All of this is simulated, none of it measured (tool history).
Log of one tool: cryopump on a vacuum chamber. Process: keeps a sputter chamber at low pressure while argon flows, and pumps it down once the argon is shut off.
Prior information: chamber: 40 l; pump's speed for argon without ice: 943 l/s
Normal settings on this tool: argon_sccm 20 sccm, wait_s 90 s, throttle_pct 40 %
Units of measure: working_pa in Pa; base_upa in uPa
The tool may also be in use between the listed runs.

Run 1, day 0.000: usual settings. Result: working_pa 0.0946 Pa, base_upa 3.36 uPa.
Run 2, day 4.542: usual settings. Result: working_pa 0.0964 Pa, base_upa 3.40 uPa.
Run 3, day 6.654: usual settings but throttle_pct 18 %. Result: working_pa 0.2071 Pa, base_upa 3.58 uPa.
Run 4, day 10.204: usual settings. Result: working_pa 0.0973 Pa, base_upa 3.60 uPa.
Run 5, day 14.462: usual settings. Result: working_pa 0.0982 Pa, base_upa 3.55 uPa.
Run 6, day 18.054: usual settings. Result: working_pa 0.0983 Pa, base_upa 3.66 uPa.
Run 7, day 21.238: usual settings. Result: working_pa 0.0983 Pa, base_upa 3.87 uPa.
Run 8, day 24.783: usual settings. Result: working_pa 0.0995 Pa, base_upa 3.81 uPa.
Run 9, day 27.321: usual settings. Result: working_pa 0.1002 Pa, base_upa 3.78 uPa.
Run 10, day 29.979: usual settings. Result: working_pa 0.0995 Pa, base_upa 4.00 uPa.
Run 11, day 33.075: usual settings. Result: working_pa 0.1010 Pa, base_upa 4.05 uPa.
Run 12, day 37.321: usual settings. Result: working_pa 0.1008 Pa, base_upa 4.15 uPa.
Run 13, day 39.446: usual settings but argon_sccm 14 sccm, wait_s 149 s, throttle_pct 31 %. Result: working_pa 0.0898 Pa, base_upa 3.97 uPa.
Run 14, day 41.367: usual settings but argon_sccm 29 sccm, throttle_pct 56 %. Result: working_pa 0.1115 Pa, base_upa 4.19 uPa.
Run 15, day 45.233: usual settings but argon_sccm 23 sccm. Result: working_pa 0.1183 Pa, base_upa 4.33 uPa.
Run 16, day 48.000: usual settings but wait_s 56 s, throttle_pct 17 %. Result: working_pa 0.2259 Pa, base_upa 4.71 uPa.
Run 17, day 50.725: usual settings but argon_sccm 23 sccm, throttle_pct 35 %. Result: working_pa 0.1333 Pa, base_upa 4.35 uPa.
Run 18, day 53.904: usual settings but argon_sccm 10 sccm, throttle_pct 24 %. Result: working_pa 0.0824 Pa, base_upa 4.51 uPa.
Run 19, day 57.171: usual settings but argon_sccm 10 sccm, throttle_pct 24 %. Result: working_pa 0.0812 Pa, base_upa 4.45 uPa.
Run 20, day 61.954: usual settings but argon_sccm 12 sccm, throttle_pct 18 %. Result: working_pa 0.1185 Pa, base_upa 3.60 uPa.
Run 21, day 66.017: usual settings but throttle_pct 20 %. Result: working_pa 0.1796 Pa, base_upa 3.46 uPa.
Run 22, day 70.462: usual settings but throttle_pct 20 %. Result: working_pa 0.1806 Pa, base_upa 3.64 uPa.
Run 23, day 74.050: usual settings but throttle_pct 20 %. Result: working_pa 0.1816 Pa, base_upa 3.83 uPa.

Withheld: 1 entry from between the runs. Position of each, and hidden state at the listed run before versus the listed run after:
In the gap between runs 19 and 20: pump warmed up, emptied and cooled again (day 60.817)
  pump's speed, % of a pump's without ice: 73 -> 99.3; cold plate's temperature, K: 13.09 -> 13.1; leak into the chamber, uPa l/s: 2645 -> 2677
  measured less the result without the state, working_pa: +0.0071 -> +0.0007 Pa; base_upa: +3.56 -> +2.63 uPa

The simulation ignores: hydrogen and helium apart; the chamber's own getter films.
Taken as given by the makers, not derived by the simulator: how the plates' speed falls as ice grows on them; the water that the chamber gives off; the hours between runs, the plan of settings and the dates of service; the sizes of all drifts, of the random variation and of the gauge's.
